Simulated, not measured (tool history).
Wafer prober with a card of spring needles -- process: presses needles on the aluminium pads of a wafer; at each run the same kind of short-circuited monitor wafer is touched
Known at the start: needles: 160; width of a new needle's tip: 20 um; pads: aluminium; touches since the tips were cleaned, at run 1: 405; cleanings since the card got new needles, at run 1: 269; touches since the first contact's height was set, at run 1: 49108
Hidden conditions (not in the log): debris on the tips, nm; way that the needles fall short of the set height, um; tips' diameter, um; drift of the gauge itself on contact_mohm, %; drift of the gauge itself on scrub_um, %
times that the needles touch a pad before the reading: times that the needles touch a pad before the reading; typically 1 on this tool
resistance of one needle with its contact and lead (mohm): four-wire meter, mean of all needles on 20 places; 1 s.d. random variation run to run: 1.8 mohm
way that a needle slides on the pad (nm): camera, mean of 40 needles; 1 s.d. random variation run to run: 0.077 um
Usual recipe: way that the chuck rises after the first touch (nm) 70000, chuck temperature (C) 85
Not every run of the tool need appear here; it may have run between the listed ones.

run,day,way that the chuck rises after the first touch (nm),chuck temperature (C),times that the needles touch a pad before the reading,touches since the tips were cleaned,cleanings since the card got new needles,touches since the first contact's height was set,resistance of one needle with its contact and lead (mohm),way that a needle slides on the pad (nm)
1,0,70000,85,1,405,269,49108,191,18260
# day 0.142: tips cleaned on abrasive film
# day 0.283: tips cleaned on abrasive film
# day 0.425: tips cleaned on abrasive film
# day 0.567: tips cleaned on abrasive film
# day 0.742: tips cleaned on abrasive film
# day 0.921: tips cleaned on abrasive film
# day 1.062: tips cleaned on abrasive film
# day 1.075: height of the first contact set anew
2,1.096,70000,85,1,266,276,266,194,18310
# day 1.238: tips cleaned on abrasive film
# day 1.379: tips cleaned on abrasive film
# day 1.521: tips cleaned on abrasive film
# day 1.662: tips cleaned on abrasive film
# day 1.804: tips cleaned on abrasive film
# day 1.983: tips cleaned on abrasive film
# day 2.125: tips cleaned on abrasive film
# day 2.3: tips cleaned on abrasive film
# day 2.442: tips cleaned on abrasive film
# day 2.583: tips cleaned on abrasive film
# day 2.725: tips cleaned on abrasive film
3,2.804,70000,85,1,953,287,20204,191,18360
# day 2.879: tips cleaned on abrasive film
# day 3.021: tips cleaned on abrasive film
# day 3.162: tips cleaned on abrasive film
# day 3.338: tips cleaned on abrasive film
# day 3.479: tips cleaned on abrasive film
# day 3.621: tips cleaned on abrasive film
# day 3.762: tips cleaned on abrasive film
# day 3.904: tips cleaned on abrasive film
# day 4.046: tips cleaned on abrasive film
# day 4.188: tips cleaned on abrasive film
# day 4.329: tips cleaned on abrasive film
# day 4.508: tips cleaned on abrasive film
# day 4.65: tips cleaned on abrasive film
# day 4.792: tips cleaned on abrasive film
# day 4.946: tips cleaned on abrasive film
4,4.946,70000,85,1,0,302,45110,193,18240
# day 5.088: tips cleaned on abrasive film
# day 5.229: tips cleaned on abrasive film
# day 5.404: tips cleaned on abrasive film
# day 5.546: tips cleaned on abrasive film
# day 5.721: tips cleaned on abrasive film
# day 5.862: tips cleaned on abrasive film
# day 6.004: tips cleaned on abrasive film
# day 6.183: tips cleaned on abrasive film
# day 6.333: height of the first contact set anew
# day 6.371: tips cleaned on abrasive film
# day 6.512: tips cleaned on abrasive film
# day 6.688: tips cleaned on abrasive film
# day 6.829: tips cleaned on abrasive film
# day 6.971: tips cleaned on abrasive film
# day 7.112: tips cleaned on abrasive film
5,7.183,70000,85,1,850,316,9931,190,18260
# day 7.258: tips cleaned on abrasive film
# day 7.4: tips cleaned on abrasive film
# day 7.575: tips cleaned on abrasive film
# day 7.754: tips cleaned on abrasive film
# day 7.896: tips cleaned on abrasive film
# day 8.038: tips cleaned on abrasive film
# day 8.179: tips cleaned on abrasive film
6,8.271,54000,85,1,1107,323,22591,201,14060
# day 8.342: tips cleaned on abrasive film
# day 8.521: tips cleaned on abrasive film
# day 8.662: tips cleaned on abrasive film
# day 8.804: tips cleaned on abrasive film
# day 8.946: tips cleaned on abrasive film
# day 9.088: tips cleaned on abrasive film
# day 9.229: tips cleaned on abrasive film
# day 9.404: tips cleaned on abrasive film
# day 9.579: tips cleaned on abrasive film
# day 9.721: tips cleaned on abrasive film
# day 9.9: tips cleaned on abrasive film
# day 10.042: tips cleaned on abrasive film
# day 10.183: tips cleaned on abrasive film
# day 10.325: tips cleaned on abrasive film
# day 10.5: tips cleaned on abrasive film
# day 10.642: tips cleaned on abrasive film
7,10.721,54000,85,1,928,339,51173,198,14030
# day 10.792: tips cleaned on abrasive film
# day 10.933: tips cleaned on abrasive film
# day 11.075: tips cleaned on abrasive film
# day 11.217: tips cleaned on abrasive film
# day 11.362: tips cleaned on abrasive film
# day 11.504: tips cleaned on abrasive film
# day 11.617: height of the first contact set anew
# day 11.658: tips cleaned on abrasive film
# day 11.8: tips cleaned on abrasive film
8,11.858,54000,85,1,728,347,2792,196,14140
# day 11.967: tips cleaned on abrasive film
# day 12.108: tips cleaned on abrasive film
# day 12.25: tips cleaned on abrasive film
# day 12.425: tips cleaned on abrasive film
# day 12.567: tips cleaned on abrasive film
# day 12.746: tips cleaned on abrasive film
# day 13.246: card fitted with new needles
# day 13.388: tips cleaned on abrasive film
# day 13.562: tips cleaned on abrasive film
# day 13.704: tips cleaned on abrasive film
9,13.721,74000,72,1,197,3,5563,190,19270
# day 13.862: tips cleaned on abrasive film
# day 14.004: tips cleaned on abrasive film
# day 14.146: tips cleaned on abrasive film
# day 14.288: tips cleaned on abrasive film
# day 14.429: tips cleaned on abrasive film
# day 14.571: tips cleaned on abrasive film
# day 14.712: tips cleaned on abrasive film
# day 14.854: tips cleaned on abrasive film
# day 14.996: tips cleaned on abrasive film
# day 15.138: tips cleaned on abrasive film
# day 15.279: tips cleaned on abrasive film
# day 15.458: tips cleaned on abrasive film
# day 15.6: tips cleaned on abrasive film
# day 15.742: tips cleaned on abrasive film
# day 15.917: tips cleaned on abrasive film
10,16.025,76000,104,2,1272,18,32425,194,19900
# day 16.062: tips cleaned on abrasive film
# day 16.204: tips cleaned on abrasive film
# day 16.379: tips cleaned on abrasive film
# day 16.554: tips cleaned on abrasive film
# day 16.696: tips cleaned on abrasive film
# day 16.838: tips cleaned on abrasive film
# day 16.979: tips cleaned on abrasive film
# day 17.125: tips cleaned on abrasive film
# day 17.267: tips cleaned on abrasive film
11,17.321,71000,36,2,694,27,47558,181,18570
# day 17.429: tips cleaned on abrasive film
# day 17.608: tips cleaned on abrasive film
# day 17.783: tips cleaned on abrasive film
# day 17.958: tips cleaned on abrasive film
# day 18.1: tips cleaned on abrasive film
# day 18.242: tips cleaned on abrasive film
# day 18.383: tips cleaned on abrasive film
# day 18.5: height of the first contact set anew
# day 18.538: tips cleaned on abrasive film
# day 18.679: tips cleaned on abrasive film
# day 18.858: tips cleaned on abrasive film
# day 19: tips cleaned on abrasive film
# day 19.142: tips cleaned on abrasive film
12,19.25,77000,85,2,1295,39,8725,188,20150
# day 19.288: tips cleaned on abrasive film
# day 19.462: tips cleaned on abrasive film
# day 19.604: tips cleaned on abrasive film
# day 19.783: tips cleaned on abrasive film
# day 19.925: tips cleaned on abrasive film
# day 20.067: tips cleaned on abrasive film
# day 20.208: tips cleaned on abrasive film
# day 20.35: tips cleaned on abrasive film
# day 20.525: tips cleaned on abrasive film
# day 20.667: tips cleaned on abrasive film
13,20.75,70000,67,2,981,49,26220,185,18340

Hidden condition of the tool, last listed run before each entry between runs versus first listed run after:
Between runs 1 and 2: tips cleaned on abrasive film (day 0.142); tips cleaned on abrasive film (day 0.283); tips cleaned on abrasive film (day 0.425); tips cleaned on abrasive film (day 0.567); tips cleaned on abrasive film (day 0.742); tips cleaned on abrasive film (day 0.921); tips cleaned on abrasive film (day 1.062); height of the first contact set anew (day 1.075)
  way that the needles fall short of the set height, um: 0.02 -> 0
Between runs 2 and 3: tips cleaned on abrasive film (day 1.238); tips cleaned on abrasive film (day 1.379); tips cleaned on abrasive film (day 1.521); tips cleaned on abrasive film (day 1.662); tips cleaned on abrasive film (day 1.804); tips cleaned on abrasive film (day 1.983); tips cleaned on abrasive film (day 2.125); tips cleaned on abrasive film (day 2.3); tips cleaned on abrasive film (day 2.442); tips cleaned on abrasive film (day 2.583); tips cleaned on abrasive film (day 2.725)
  debris on the tips, nm: 0.1 -> 0.2; way that the needles fall short of the set height, um: 0 -> 0.01
Between runs 3 and 4: tips cleaned on abrasive film (day 2.879); tips cleaned on abrasive film (day 3.021); tips cleaned on abrasive film (day 3.162); tips cleaned on abrasive film (day 3.338); tips cleaned on abrasive film (day 3.479); tips cleaned on abrasive film (day 3.621); tips cleaned on abrasive film (day 3.762); tips cleaned on abrasive film (day 3.904); tips cleaned on abrasive film (day 4.046); tips cleaned on abrasive film (day 4.188); tips cleaned on abrasive film (day 4.329); tips cleaned on abrasive film (day 4.508); tips cleaned on abrasive film (day 4.65); tips cleaned on abrasive film (day 4.792); tips cleaned on abrasive film (day 4.946)
  debris on the tips, nm: 0.2 -> 0; way that the needles fall short of the set height, um: 0.01 -> 0.02; tips' diameter, um: 20.06 -> 20.07
Between runs 4 and 5: tips cleaned on abrasive film (day 5.088); tips cleaned on abrasive film (day 5.229); tips cleaned on abrasive film (day 5.404); tips cleaned on abrasive film (day 5.546); tips cleaned on abrasive film (day 5.721); tips cleaned on abrasive film (day 5.862); tips cleaned on abrasive film (day 6.004); tips cleaned on abrasive film (day 6.183); height of the first contact set anew (day 6.333); tips cleaned on abrasive film (day 6.371); tips cleaned on abrasive film (day 6.512); tips cleaned on abrasive film (day 6.688); tips cleaned on abrasive film (day 6.829); tips cleaned on abrasive film (day 6.971); tips cleaned on abrasive film (day 7.112)
  debris on the tips, nm: 0 -> 0.2; way that the needles fall short of the set height, um: 0.02 -> 0
Between runs 5 and 6: tips cleaned on abrasive film (day 7.258); tips cleaned on abrasive film (day 7.4); tips cleaned on abrasive film (day 7.575); tips cleaned on abrasive film (day 7.754); tips cleaned on abrasive film (day 7.896); tips cleaned on abrasive film (day 8.038); tips cleaned on abrasive film (day 8.179)
  debris on the tips, nm: 0.2 -> 0.3; way that the needles fall short of the set height, um: 0 -> 0.01
Between runs 6 and 7: tips cleaned on abrasive film (day 8.342); tips cleaned on abrasive film (day 8.521); tips cleaned on abrasive film (day 8.662); tips cleaned on abrasive film (day 8.804); tips cleaned on abrasive film (day 8.946); tips cleaned on abrasive film (day 9.088); tips cleaned on abrasive film (day 9.229); tips cleaned on abrasive film (day 9.404); tips cleaned on abrasive film (day 9.579); tips cleaned on abrasive film (day 9.721); tips cleaned on abrasive film (day 9.9); tips cleaned on abrasive film (day 10.042); tips cleaned on abrasive film (day 10.183); tips cleaned on abrasive film (day 10.325); tips cleaned on abrasive film (day 10.5); tips cleaned on abrasive film (day 10.642)
  debris on the tips, nm: 0.3 -> 0.2; way that the needles fall short of the set height, um: 0.01 -> 0.02; tips' diameter, um: 20.07 -> 20.08
Between runs 7 and 8: tips cleaned on abrasive film (day 10.792); tips cleaned on abrasive film (day 10.933); tips cleaned on abrasive film (day 11.075); tips cleaned on abrasive film (day 11.217); tips cleaned on abrasive film (day 11.362); tips cleaned on abrasive film (day 11.504); height of the first contact set anew (day 11.617); tips cleaned on abrasive film (day 11.658); tips cleaned on abrasive film (day 11.8)
  way that the needles fall short of the set height, um: 0.02 -> 0
Between runs 8 and 9: tips cleaned on abrasive film (day 11.967); tips cleaned on abrasive film (day 12.108); tips cleaned on abrasive film (day 12.25); tips cleaned on abrasive film (day 12.425); tips cleaned on abrasive film (day 12.567); tips cleaned on abrasive film (day 12.746); card fitted with new needles (day 13.246); tips cleaned on abrasive film (day 13.388); tips cleaned on abrasive film (day 13.562); tips cleaned on abrasive film (day 13.704)
  debris on the tips, nm: 0.2 -> 0.1; tips' diameter, um: 20.08 -> 20
Between runs 9 and 10: tips cleaned on abrasive film (day 13.862); tips cleaned on abrasive film (day 14.004); tips cleaned on abrasive film (day 14.146); tips cleaned on abrasive film (day 14.288); tips cleaned on abrasive film (day 14.429); tips cleaned on abrasive film (day 14.571); tips cleaned on abrasive film (day 14.712); tips cleaned on abrasive film (day 14.854); tips cleaned on abrasive film (day 14.996); tips cleaned on abrasive film (day 15.138); tips cleaned on abrasive film (day 15.279); tips cleaned on abrasive film (day 15.458); tips cleaned on abrasive film (day 15.6); tips cleaned on abrasive film (day 15.742); tips cleaned on abrasive film (day 15.917)
  debris on the tips, nm: 0.1 -> 0.3; way that the needles fall short of the set height, um: 0 -> 0.01
Between runs 10 and 11: tips cleaned on abrasive film (day 16.062); tips cleaned on abrasive film (day 16.204); tips cleaned on abrasive film (day 16.379); tips cleaned on abrasive film (day 16.554); tips cleaned on abrasive film (day 16.696); tips cleaned on abrasive film (day 16.838); tips cleaned on abrasive film (day 16.979); tips cleaned on abrasive film (day 17.125); tips cleaned on abrasive film (day 17.267)
  debris on the tips, nm: 0.3 -> 0.2; way that the needles fall short of the set height, um: 0.01 -> 0.02; tips' diameter, um: 20 -> 20.01
Between runs 11 and 12: tips cleaned on abrasive film (day 17.429); tips cleaned on abrasive film (day 17.608); tips cleaned on abrasive film (day 17.783); tips cleaned on abrasive film (day 17.958); tips cleaned on abrasive film (day 18.1); tips cleaned on abrasive film (day 18.242); tips cleaned on abrasive film (day 18.383); height of the first contact set anew (day 18.5); tips cleaned on abrasive film (day 18.538); tips cleaned on abrasive film (day 18.679); tips cleaned on abrasive film (day 18.858); tips cleaned on abrasive film (day 19); tips cleaned on abrasive film (day 19.142)
  debris on the tips, nm: 0.2 -> 0.3; way that the needles fall short of the set height, um: 0.02 -> 0
Between runs 12 and 13: tips cleaned on abrasive film (day 19.288); tips cleaned on abrasive film (day 19.462); tips cleaned on abrasive film (day 19.604); tips cleaned on abrasive film (day 19.783); tips cleaned on abrasive film (day 19.925); tips cleaned on abrasive film (day 20.067); tips cleaned on abrasive film (day 20.208); tips cleaned on abrasive film (day 20.35); tips cleaned on abrasive film (day 20.525); tips cleaned on abrasive film (day 20.667)
  way that the needles fall short of the set height, um: 0 -> 0.01
